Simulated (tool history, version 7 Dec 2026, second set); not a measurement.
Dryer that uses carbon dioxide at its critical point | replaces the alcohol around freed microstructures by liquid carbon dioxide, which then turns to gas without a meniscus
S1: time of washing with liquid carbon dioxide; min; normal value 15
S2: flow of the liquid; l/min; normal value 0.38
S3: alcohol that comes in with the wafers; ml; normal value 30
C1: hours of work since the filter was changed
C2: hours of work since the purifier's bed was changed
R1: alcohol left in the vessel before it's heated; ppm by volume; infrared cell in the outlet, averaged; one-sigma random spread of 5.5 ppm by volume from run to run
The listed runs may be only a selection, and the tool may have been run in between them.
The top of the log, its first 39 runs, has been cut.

run 40 hour=927.3 | S1=22 S2=0.618 S3=31 | C1=352 C2=644 | R1=188
run 41 hour=954.3 | S1=11 S2=0.618 S3=32 | C1=368 C2=660 | R1=271
run 42 hour=991.9 | S1=16 S2=0.618 S3=114 | C1=389 C2=681 | R1=219
run 43 hour=1017.7 | S1=16 S2=0.618 S3=114 | C1=404 C2=696 | R1=222
-- hour=1025.5 purifier's bed changed
run 44 hour=1053.2 | S1=15 S2=0.383 S3=34 | C1=423 C2=16 | R1=276
run 45 hour=1079 | S1=10 S2=0.383 S3=34 | C1=438 C2=31 | R1=1377
run 46 hour=1108.9 | S1=10 S2=0.383 S3=34 | C1=455 C2=48 | R1=1373
run 47 hour=1143.6 | S1=20 S2=0.383 S3=40 | C1=475 C2=68 | R1=97

Each row is a separate what-if for the run after 47, all from the same tool condition, not one after another. Results?
run A hour=1164.4 | S1=9 S2=0.373 S3=116 | C1=487 C2=80 | R1=?
run B hour=1164.4 | S1=20 S2=0.547 S3=37 | C1=487 C2=80 | R1=?
run C hour=1164.4 | S1=15 S2=0.38 S3=46 | C1=487 C2=80 | R1=?

run=A R1=7248
run=B R1=24
run=C R1=427
Without the tool's hidden state the same runs would have given:
run=A R1=5052
run=B R1=0
run=C R1=222
